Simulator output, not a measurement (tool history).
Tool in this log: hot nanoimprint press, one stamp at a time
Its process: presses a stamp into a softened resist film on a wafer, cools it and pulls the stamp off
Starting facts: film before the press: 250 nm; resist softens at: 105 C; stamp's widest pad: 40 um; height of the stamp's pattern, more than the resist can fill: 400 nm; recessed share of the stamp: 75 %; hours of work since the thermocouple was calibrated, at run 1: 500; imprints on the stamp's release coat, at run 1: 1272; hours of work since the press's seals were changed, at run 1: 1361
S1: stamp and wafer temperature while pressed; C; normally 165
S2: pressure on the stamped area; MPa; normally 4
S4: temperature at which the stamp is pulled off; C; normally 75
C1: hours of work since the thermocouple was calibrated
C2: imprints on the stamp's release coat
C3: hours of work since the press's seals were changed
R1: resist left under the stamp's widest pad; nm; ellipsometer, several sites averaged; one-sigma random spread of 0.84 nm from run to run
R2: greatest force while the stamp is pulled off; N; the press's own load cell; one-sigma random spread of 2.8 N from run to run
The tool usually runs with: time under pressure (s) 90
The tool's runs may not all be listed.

run 1 hour=0 | S1=165 S2=4 time_under_pressure_(s)=90 S4=75 | C1=500 C2=1272 C3=1361 | R1=125.9 R2=169
-- hour=15.5 press's hydraulic seals changed and the load cell set to zero
run 2 hour=49.2 | S1=165 S2=4 time_under_pressure_(s)=90 S4=75 | C1=530 C2=1484 C3=24 | R1=119.2 R2=178
-- hour=75.6 plate thermocouple calibrated
run 3 hour=83.7 | S1=165 S2=4 time_under_pressure_(s)=90 S4=75 | C1=6 C2=1645 C3=46 | R1=112.1 R2=173
-- hour=123.6 stamp cleaned and given a new release coat
run 4 hour=138.6 | S1=165 S2=4 time_under_pressure_(s)=90 S4=75 | C1=41 C2=78 C3=81 | R1=112.6 R2=132
run 5 hour=187.2 | S1=165 S2=4 time_under_pressure_(s)=90 S4=75 | C1=75 C2=327 C3=116 | R1=114.7 R2=136
run 6 hour=226.4 | S1=165 S2=4 time_under_pressure_(s)=90 S4=80 | C1=103 C2=528 C3=144 | R1=114.9 R2=137
run 7 hour=261.4 | S1=165 S2=4 time_under_pressure_(s)=90 S4=80 | C1=128 C2=708 C3=169 | R1=114.1 R2=144
run 8 hour=320.2 | S1=165 S2=4 time_under_pressure_(s)=90 S4=80 | C1=170 C2=1010 C3=211 | R1=117.4 R2=146
run 9 hour=351.6 | S1=165 S2=4 time_under_pressure_(s)=90 S4=80 | C1=193 C2=1172 C3=233 | R1=117.4 R2=156
run 10 hour=407.7 | S1=165 S2=4 time_under_pressure_(s)=90 S4=80 | C1=233 C2=1460 C3=273 | R1=117.3 R2=165
run 11 hour=439.4 | S1=165 S2=4 time_under_pressure_(s)=90 S4=80 | C1=255 C2=1623 C3=296 | R1=117.2 R2=165
-- hour=483.9 stamp cleaned and given a new release coat
run 12 hour=498.9 | S1=165 S2=4 time_under_pressure_(s)=90 S4=80 | C1=294 C2=77 C3=334 | R1=120.1 R2=130
run 13 hour=540 | S1=165 S2=4 time_under_pressure_(s)=90 S4=80 | C1=323 C2=288 C3=364 | R1=117.8 R2=129
run 14 hour=594.7 | S1=165 S2=4 time_under_pressure_(s)=90 S4=80 | C1=362 C2=569 C3=403 | R1=119.9 R2=142
run 15 hour=628.3 | S1=165 S2=4 time_under_pressure_(s)=90 S4=80 | C1=386 C2=741 C3=427 | R1=120.7 R2=141
run 16 hour=669.4 | S1=165 S2=4 time_under_pressure_(s)=90 S4=80 | C1=415 C2=953 C3=456 | R1=121.3 R2=147
run 17 hour=720 | S1=165 S2=2.65 time_under_pressure_(s)=160 S4=75 | C1=451 C2=1213 C3=492 | R1=118.6 R2=166
run 18 hour=785.1 | S1=165 S2=2.69 time_under_pressure_(s)=90 S4=75 | C1=498 C2=1547 C3=539 | R1=145.4 R2=170
run 19 hour=836.4 | S1=165 S2=2.69 time_under_pressure_(s)=90 S4=75 | C1=534 C2=1810 C3=575 | R1=144.8 R2=179
-- hour=846.4 stamp cleaned and given a new release coat
-- hour=863.8 plate thermocouple calibrated
run 20 hour=896.3 | S1=165 S2=2.69 time_under_pressure_(s)=131 S4=81 | C1=23 C2=241 C3=612 | R1=121.5 R2=130
run 21 hour=931.1 | S1=165 S2=4 time_under_pressure_(s)=90 S4=66 | C1=48 C2=420 C3=636 | R1=115.8 R2=153
run 22 hour=974.7 | S1=154 S2=4 time_under_pressure_(s)=76 S4=66 | C1=79 C2=644 C3=667 | R1=171.9 R2=155
run 23 hour=1016.5 | S1=172 S2=2.71 time_under_pressure_(s)=57 S4=73 | C1=109 C2=858 C3=697 | R1=131.4 R2=151
run 24 hour=1046.2 | S1=171 S2=4.2 time_under_pressure_(s)=90 S4=75 | C1=130 C2=1011 C3=719 | R1=93.5 R2=151
run 25 hour=1085.5 | S1=171 S2=4.2 time_under_pressure_(s)=90 S4=75 | C1=158 C2=1213 C3=747 | R1=94.8 R2=164
run 26 hour=1147.9 | S1=173 S2=2.48 time_under_pressure_(s)=90 S4=75 | C1=203 C2=1533 C3=791 | R1=113.1 R2=172
run 27 hour=1189.4 | S1=162 S2=3.5 time_under_pressure_(s)=90 S4=75 | C1=232 C2=1746 C3=821 | R1=137.5 R2=179
-- hour=1208.7 stamp cleaned and given a new release coat
run 28 hour=1249.4 | S1=156 S2=5.77 time_under_pressure_(s)=90 S4=75 | C1=271 C2=209 C3=859 | R1=139.8 R2=139
run 29 hour=1306.2 | S1=165 S2=4.01 time_under_pressure_(s)=91 S4=75 | C1=311 C2=501 C3=900 | R1=120 R2=145

Hidden condition of the tool, last listed run before each entry between runs versus first listed run after:
After run 1, before run 2: press's hydraulic seals changed and the load cell set to zero (hour 15.5)
  true temperature over the reading, C: -1.76 -> -1.87; pressure that arrives at the usual setting, %: 89.81 -> 100.03; grip of the stamp's worn release coat, % over a new coat's: 26.2 -> 30.8
  what was measured, less what the result would be without the hidden state, R1: +13 -> +7.2 nm; R2: +38 -> +44 N
After run 2, before run 3: plate thermocouple calibrated (hour 75.6)
  true temperature over the reading, C: -1.87 -> -0.09; pressure that arrives at the usual setting, %: 100.03 -> 99.86; grip of the stamp's worn release coat, % over a new coat's: 30.8 -> 34.4
  what was measured, less what the result would be without the hidden state, R1: +7.2 -> +0.5 nm; R2: +44 -> +44 N
After run 3, before run 4: stamp cleaned and given a new release coat (hour 123.6)
  true temperature over the reading, C: -0.09 -> -0.23; pressure that arrives at the usual setting, %: 99.86 -> 99.58; grip of the stamp's worn release coat, % over a new coat's: 34.4 -> 1.5
  what was measured, less what the result would be without the hidden state, R1: +0.5 -> +1.1 nm; R2: +44 -> +2 N
After run 11, before run 12: stamp cleaned and given a new release coat (hour 483.9)
  true temperature over the reading, C: -1.03 -> -1.18; pressure that arrives at the usual setting, %: 98.01 -> 97.72; grip of the stamp's worn release coat, % over a new coat's: 33.9 -> 1.5
  what was measured, less what the result would be without the hidden state, R1: +5.1 -> +5.9 nm; R2: +43 -> +4 N
After run 19, before run 20: stamp cleaned and given a new release coat (hour 846.4); plate thermocouple calibrated (hour 863.8)
  true temperature over the reading, C: -2.11 -> -0.09; pressure that arrives at the usual setting, %: 95.93 -> 95.67; grip of the stamp's worn release coat, % over a new coat's: 38.1 -> 4.8
  what was measured, less what the result would be without the hidden state, R1: +10.4 -> +2 nm; R2: +52 -> +6 N
After run 27, before run 28: stamp cleaned and given a new release coat (hour 1208.7)
  true temperature over the reading, C: -0.86 -> -0.99; pressure that arrives at the usual setting, %: 94.09 -> 93.84; grip of the stamp's worn release coat, % over a new coat's: 36.6 -> 4.1
  what was measured, less what the result would be without the hidden state, R1: +6.7 -> +10.1 nm; R2: +49 -> +7 N

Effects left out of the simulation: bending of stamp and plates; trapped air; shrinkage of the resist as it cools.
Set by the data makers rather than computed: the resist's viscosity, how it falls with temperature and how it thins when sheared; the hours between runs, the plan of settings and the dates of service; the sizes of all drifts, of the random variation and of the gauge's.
